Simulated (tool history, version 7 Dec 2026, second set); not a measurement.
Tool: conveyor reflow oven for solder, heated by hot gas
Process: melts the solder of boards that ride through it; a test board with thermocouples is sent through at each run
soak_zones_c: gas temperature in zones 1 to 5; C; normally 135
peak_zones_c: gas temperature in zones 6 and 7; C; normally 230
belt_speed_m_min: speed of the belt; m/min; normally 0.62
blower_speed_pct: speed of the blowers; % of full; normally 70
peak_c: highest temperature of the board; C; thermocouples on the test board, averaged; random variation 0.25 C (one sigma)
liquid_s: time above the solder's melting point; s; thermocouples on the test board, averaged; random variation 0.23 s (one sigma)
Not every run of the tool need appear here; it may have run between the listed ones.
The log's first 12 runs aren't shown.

| run | hour | soak_zones_c | peak_zones_c | belt_speed_m_min | blower_speed_pct | hours of work since the flux was cleaned out | hours of work since the belt drive was overhauled | hours of work since the thermocouples were changed | peak_c | liquid_s |
|---|---|---|---|---|---|---|---|---|---|---|
| 13 | 785.6 | 148 | 230 | 0.557 | 58 | 125 | 708 | 560 | 218 | 52.9 |
| 14 | 863.8 | 135 | 230 | 0.583 | 70 | 160 | 743 | 595 | 216.6 | 46 |
| 15 | 921.6 | 135 | 230 | 0.62 | 70 | 186 | 769 | 621 | 214.5 | 41.3 |
| 16 | 961.5 | 133 | 235 | 0.501 | 70 | 203 | 787 | 639 | 224.8 | 59.4 |
| 17 | 1008.1 | 144 | 227 | 0.63 | 60 | 224 | 807 | 659 | 211.1 | 41.3 |
| 18 | 1067.8 | 138 | 230 | 0.62 | 70 | 251 | 834 | 686 | 215 | 42.5 |
| 19 | 1134.7 | 138 | 230 | 0.62 | 70 | 280 | 864 | 716 | 215.3 | 42.2 |
| 20 | 1177.9 | 138 | 230 | 0.62 | 70 | 300 | 883 | 735 | 215.4 | 42.5 |
| 21 | 1252.4 | 121 | 230 | 0.637 | 50 | 333 | 916 | 768 | 205.7 | 29.6 |
| 22 | 1295.5 | 138 | 230 | 0.734 | 70 | 352 | 935 | 787 | 208.6 | 31.4 |
| 23 | 1356.6 | 134 | 238 | 0.707 | 68 | 379 | 963 | 815 | 215.1 | 35.7 |
| 24 | 1398.9 | 123 | 224 | 0.55 | 51 | 398 | 981 | 833 | 207 | 36.9 |
|  | 1431.5 | flux residue cleaned out of gas plates and filters |
| 25 | 1468.6 | 123 | 224 | 0.55 | 51 | 17 | 1010 | 862 | 208.6 | 39.2 |
|  | 1500.3 | thermocouples of zones 6 and 7 changed |
| 26 | 1540.6 | 123 | 224 | 0.55 | 51 | 48 | 1041 | 18 | 206.7 | 37.5 |
| 27 | 1586.8 | 131 | 230 | 0.62 | 70 | 68 | 1062 | 38 | 213 | 39.8 |
| 28 | 1629.9 | 127 | 219 | 0.695 | 88 | 87 | 1081 | 58 | 201.7 | 27.1 |
| 29 | 1675.5 | 137 | 238 | 0.591 | 72 | 108 | 1101 | 78 | 223.1 | 49.8 |
| 30 | 1752.9 | 135 | 230 | 0.62 | 70 | 142 | 1136 | 112 | 213.5 | 41.3 |

Forecast each of these 3 alternatives for the next run:
| A | 1789.6 | 121 | 235 | 0.613 | 70 | 158 | 1152 | 129 | ? | ? |
| B | 1789.6 | 143 | 230 | 0.62 | 70 | 158 | 1152 | 129 | ? | ? |
| C | 1789.6 | 142 | 220 | 0.547 | 70 | 158 | 1152 | 129 | ? | ? |

| run | peak_c | liquid_s |
|---|---|---|
| A | 216.1 | 39.9 |
| B | 215.5 | 44.5 |
| C | 209.1 | 47 |
Without the tool's unlogged condition, the same runs would have read:
| run | peak_c | liquid_s |
|---|---|---|
| A | 216.2 | 39.2 |
| B | 215.6 | 43.8 |
| C | 209.1 | 46.2 |

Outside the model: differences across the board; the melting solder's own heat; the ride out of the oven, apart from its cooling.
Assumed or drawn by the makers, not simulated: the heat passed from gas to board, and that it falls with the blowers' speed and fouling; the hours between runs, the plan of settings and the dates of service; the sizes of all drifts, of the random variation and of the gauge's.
